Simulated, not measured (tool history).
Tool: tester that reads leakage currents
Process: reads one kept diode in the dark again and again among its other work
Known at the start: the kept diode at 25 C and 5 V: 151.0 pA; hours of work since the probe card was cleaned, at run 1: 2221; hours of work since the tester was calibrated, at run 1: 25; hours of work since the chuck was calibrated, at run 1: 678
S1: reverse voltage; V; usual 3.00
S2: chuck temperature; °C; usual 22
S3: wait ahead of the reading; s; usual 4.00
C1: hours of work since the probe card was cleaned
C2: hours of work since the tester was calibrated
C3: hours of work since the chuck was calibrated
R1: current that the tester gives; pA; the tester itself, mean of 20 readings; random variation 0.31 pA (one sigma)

run,hour,S1,S2,S3,C1,C2,C3,R1
1,0.0,3.00,22,4.00,2221,25,678,105.24
2,40.3,3.00,22,4.00,2239,43,696,105.32
3,77.8,3.00,22,4.00,2255,60,713,105.87
4,103.2,3.00,22,0.47,2267,71,724,107.29
5,157.0,3.00,22,0.47,2291,95,748,107.79
6,204.8,3.00,22,0.47,2312,116,770,107.40
7,259.9,4.37,22,4.00,2337,141,794,123.36
8,283.6,3.00,22,4.00,2347,151,805,105.59
9,318.0,3.00,22,4.00,2362,167,820,106.13
10,356.3,3.00,22,4.00,2379,184,837,105.99
11,395.7,3.00,22,4.00,2397,201,855,105.46
12,419.6,3.00,22,4.00,2408,212,865,105.89
13,445.8,3.00,22,4.00,2419,223,877,105.77
14,491.2,3.00,22,4.00,2439,244,897,105.94
# hour 497.1: tester calibrated
15,529.4,3.00,22,4.00,2456,14,913,105.40
16,556.1,3.00,22,4.00,2468,26,925,106.77
17,606.8,3.00,22,8.38,2490,49,948,106.45
# hour 637.8: tester calibrated, once more
18,648.8,1.02,22,8.38,2508,5,966,68.43
19,696.1,3.00,22,7.39,2529,26,987,104.74
20,735.9,3.00,22,3.48,2547,44,1004,105.33
21,774.7,17.17,20,0.40,2564,61,1022,213.28
22,822.2,8.97,26,1.10,2585,82,1043,219.68
23,868.7,13.50,46,1.76,2606,103,1064,913.42
24,906.1,13.50,46,1.76,2623,119,1080,916.63
25,938.6,3.00,32,4.00,2637,134,1095,209.10
26,965.3,3.00,32,4.00,2649,146,1107,208.68
27,992.7,12.90,52,4.00,2661,158,1119,1292.40
28,1037.8,12.90,52,4.00,2681,178,1139,1295.55
29,1080.7,12.90,52,4.00,2700,197,1158,1289.35
30,1108.2,1.79,43,4.00,2713,209,1170,352.51
31,1154.7,10.84,26,6.69,2733,230,1191,236.49
32,1189.4,10.84,26,6.69,2749,246,1206,235.96
33,1241.3,11.17,52,1.57,2772,269,1229,1222.57
34,1278.5,7.60,52,1.57,2788,285,1246,1053.06
35,1303.8,14.12,59,4.00,2800,297,1257,2000.36
36,1330.8,1.24,34,3.80,2812,309,1269,169.80
37,1365.2,2.51,46,0.54,2827,324,1285,484.66
38,1410.2,15.62,46,0.38,2847,344,1305,979.24
39,1456.1,2.97,51,2.82,2867,364,1325,701.70
40,1509.3,2.97,51,2.82,2891,388,1349,697.51

Forecast each of these 4 alternatives for the next run:
A,1554.1,2.97,23,4.83,2911,408,1369,?
B,1554.1,12.50,21,8.07,2911,408,1369,?
C,1554.1,2.97,32,0.43,2911,408,1369,?
D,1554.1,4.42,22,2.68,2911,408,1369,?

run,R1
A,112.23
B,186.60
C,208.32
D,124.35
Without the tool's hidden state the same runs would have given:
run,R1
A,107.96
B,158.58
C,206.86
D,116.50

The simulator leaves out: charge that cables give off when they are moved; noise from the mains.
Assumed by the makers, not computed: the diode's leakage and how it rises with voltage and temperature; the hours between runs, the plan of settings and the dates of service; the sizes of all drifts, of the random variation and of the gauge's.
